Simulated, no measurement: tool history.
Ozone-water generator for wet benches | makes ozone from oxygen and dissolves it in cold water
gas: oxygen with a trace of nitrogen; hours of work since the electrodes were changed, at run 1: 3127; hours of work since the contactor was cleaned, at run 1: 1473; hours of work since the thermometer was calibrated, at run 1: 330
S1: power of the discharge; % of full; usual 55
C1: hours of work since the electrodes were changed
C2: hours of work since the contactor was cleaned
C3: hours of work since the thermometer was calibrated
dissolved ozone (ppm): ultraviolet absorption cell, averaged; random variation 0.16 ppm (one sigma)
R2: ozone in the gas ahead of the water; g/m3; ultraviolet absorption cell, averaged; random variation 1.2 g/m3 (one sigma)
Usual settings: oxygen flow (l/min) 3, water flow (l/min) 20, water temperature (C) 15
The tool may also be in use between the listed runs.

Run 1, hour 0: usual settings; C1 3127; C2 1473; C3 330. Result: dissolved ozone (ppm) 19.9, R2 223.8 g/m3.
Run 2, hour 211.7: usual settings but oxygen flow (l/min) 4.54; C1 3256; C2 1601; C3 459. Result: dissolved ozone (ppm) 22.9, R2 196.6 g/m3.
Run 3, hour 351.3: usual settings but oxygen flow (l/min) 4.54; C1 3341; C2 1686; C3 544. Result: dissolved ozone (ppm) 22.4, R2 196.1 g/m3.
Run 4, hour 467.2: usual settings but oxygen flow (l/min) 4.54, water flow (l/min) 17; C1 3411; C2 1756; C3 614. Result: dissolved ozone (ppm) 25.7, R2 195.6 g/m3.
Run 5, hour 593: usual settings but oxygen flow (l/min) 4.54, water flow (l/min) 17; C1 3488; C2 1833; C3 690. Result: dissolved ozone (ppm) 25.7, R2 194.7 g/m3.
Run 6, hour 794.9: usual settings but oxygen flow (l/min) 4.54, water flow (l/min) 17; C1 3610; C2 1955; C3 813. Result: dissolved ozone (ppm) 25.4, R2 197.4 g/m3.
Run 7, hour 1005.9: usual settings but oxygen flow (l/min) 4.54, water flow (l/min) 17, water temperature (C) 13; C1 3738; C2 2084; C3 941. Result: dissolved ozone (ppm) 26.3, R2 196 g/m3.
Run 8, hour 1180.7: usual settings but oxygen flow (l/min) 4.54, water flow (l/min) 17, water temperature (C) 13; C1 3845; C2 2190; C3 1048. Result: dissolved ozone (ppm) 26.6, R2 196 g/m3.
Run 9, hour 1316.7: usual settings but S1 83 % of full, oxygen flow (l/min) 1.74; C1 3927; C2 2272; C3 1130. Result: dissolved ozone (ppm) 20, R2 343.6 g/m3.
Run 10, hour 1467.8: usual settings but S1 83 % of full, oxygen flow (l/min) 1.74, water flow (l/min) 29; C1 4019; C2 2364; C3 1222. Result: dissolved ozone (ppm) 13.9, R2 343.7 g/m3.
Run 11, hour 1576.5: usual settings but S1 47 % of full, oxygen flow (l/min) 3.37, water flow (l/min) 29; C1 4085; C2 2430; C3 1288. Result: dissolved ozone (ppm) 13.4, R2 201.2 g/m3.
Run 12, hour 1699.2: usual settings but S1 88 % of full, water flow (l/min) 19; C1 4160; C2 2505; C3 1362. Result: dissolved ozone (ppm) 27.1, R2 299.6 g/m3.
Run 13, hour 1826.6: usual settings but S1 49 % of full, water flow (l/min) 22; C1 4237; C2 2582; C3 1440. Result: dissolved ozone (ppm) 17.3, R2 214.4 g/m3.
Run 14, hour 1992.6: usual settings but S1 49 % of full, water flow (l/min) 22; C1 4338; C2 2683; C3 1541. Result: dissolved ozone (ppm) 16.9, R2 212.3 g/m3.
Run 15, hour 2087.9: usual settings but water flow (l/min) 22, water temperature (C) 13; C1 4396; C2 2741; C3 1599. Result: dissolved ozone (ppm) 18.7, R2 226.4 g/m3.
Run 16, hour 2317.9: usual settings but S1 60 % of full, oxygen flow (l/min) 3.34, water flow (l/min) 16, water temperature (C) 10; C1 4535; C2 2881; C3 1738. Result: dissolved ozone (ppm) 27.5, R2 230.9 g/m3.

Some steps in R2 between neighbouring runs. How much of each would the tool show without its hidden state too (settings, what came in, random variation), and how much is left for the hidden state, with any gauge scatter that isn't in both results?
The hidden state here: yield of the discharge, % of new electrodes'; contactor's efficiency, % of a clean one's; true water temperature over the reading, C; drift of the gauge itself on ozone_ppm, %; drift of the gauge itself on gas_g_m3, %.
Run 8 -> 9: S1 55 -> 83, oxygen flow (l/min) 4.54 -> 1.74, water flow (l/min) 17 -> 20, water temperature (C) 13 -> 15. R2 +147.6 g/m3: hidden state +1.5, all else +146.1.

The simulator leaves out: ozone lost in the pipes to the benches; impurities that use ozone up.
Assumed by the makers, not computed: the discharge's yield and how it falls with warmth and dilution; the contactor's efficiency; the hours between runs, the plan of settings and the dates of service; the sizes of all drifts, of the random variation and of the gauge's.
